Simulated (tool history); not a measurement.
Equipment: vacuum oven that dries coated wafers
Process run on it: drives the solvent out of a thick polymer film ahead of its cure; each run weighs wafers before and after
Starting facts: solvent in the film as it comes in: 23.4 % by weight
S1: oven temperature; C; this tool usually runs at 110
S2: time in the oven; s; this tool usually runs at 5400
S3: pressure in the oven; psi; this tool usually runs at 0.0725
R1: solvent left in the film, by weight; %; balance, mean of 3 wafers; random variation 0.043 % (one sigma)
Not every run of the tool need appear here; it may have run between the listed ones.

Run 1, hour 0.0: usual settings. Result: R1 5.74 %.
Run 2, hour 63.2: usual settings. Result: R1 5.77 %.
Run 3, hour 116.1: usual settings but S2 3600 s. Result: R1 8.44 %.
Run 4, hour 155.3: usual settings but S2 3600 s. Result: R1 8.42 %.
Run 5, hour 219.1: usual settings. Result: R1 5.74 %.
Run 6, hour 263.3: usual settings. Result: R1 5.68 %.
Run 7, hour 345.5: usual settings. Result: R1 5.60 %.
Run 8, hour 405.9: usual settings but S2 6000 s. Result: R1 4.94 %.
Run 9, hour 454.3: usual settings but S2 6000 s. Result: R1 4.95 %.
Run 10, hour 496.4: usual settings. Result: R1 5.68 %.
Run 11, hour 576.7: usual settings. Result: R1 5.51 %.
Run 12, hour 653.8: usual settings. Result: R1 5.58 %.
Run 13, hour 699.2: usual settings but S1 123 C, S2 5160 s, S3 0.2489 psi. Result: R1 3.18 %.
At hour 743.0: oven's thermocouples calibrated.
Run 14, hour 759.9: usual settings but S1 123 C, S2 5160 s, S3 0.2489 psi. Result: R1 2.88 %.
Run 15, hour 825.1: usual settings but S3 0.1459 psi. Result: R1 5.44 %.
Run 16, hour 902.1: usual settings but S2 7380 s, S3 0.0722 psi. Result: R1 3.35 %.
Run 17, hour 982.3: usual settings but S2 7380 s, S3 0.0722 psi. Result: R1 3.38 %.
At hour 1054.0: oven's thermocouples calibrated, once more.
Run 18, hour 1054.0: usual settings but S2 4620 s, S3 0.1040 psi. Result: R1 7.44 %.
Run 19, hour 1112.5: usual settings but S1 117 C, S2 7500 s, S3 0.1662 psi. Result: R1 3.03 %.
Run 20, hour 1161.5: usual settings but S1 113 C, S2 8340 s, S3 0.0545 psi. Result: R1 2.92 %.
Run 21, hour 1213.7: usual settings but S1 113 C, S2 8340 s, S3 0.0545 psi. Result: R1 2.87 %.
Run 22, hour 1290.2: usual settings but S1 113 C, S2 8340 s, S3 0.0545 psi. Result: R1 2.84 %.
Run 23, hour 1357.2: usual settings but S1 113 C, S2 8340 s, S3 0.1591 psi. Result: R1 3.38 %.

4 options for the next run, each taken on its own from the tool as it stands now. Forecast them:
Run A, hour 1401.4: usual settings but S1 113 C, S2 8340 s, S3 0.1462 psi. Result: R1 ?.
Run B, hour 1401.4: usual settings but S1 102 C, S2 5760 s, S3 0.1591 psi. Result: R1 ?.
Run C, hour 1401.4: usual settings but S1 112 C, S2 8100 s, S3 0.1713 psi. Result: R1 ?.
Run D, hour 1401.4: usual settings but S1 117 C, S2 2820 s, S3 0.1591 psi. Result: R1 ?.

run    R1
  A  3.27
  B  8.88
  C  3.85
  D  8.57
What these runs would have given with no unlogged condition in the tool:
run    R1
  A  2.88
  B  8.51
  C  3.46
  D  8.41

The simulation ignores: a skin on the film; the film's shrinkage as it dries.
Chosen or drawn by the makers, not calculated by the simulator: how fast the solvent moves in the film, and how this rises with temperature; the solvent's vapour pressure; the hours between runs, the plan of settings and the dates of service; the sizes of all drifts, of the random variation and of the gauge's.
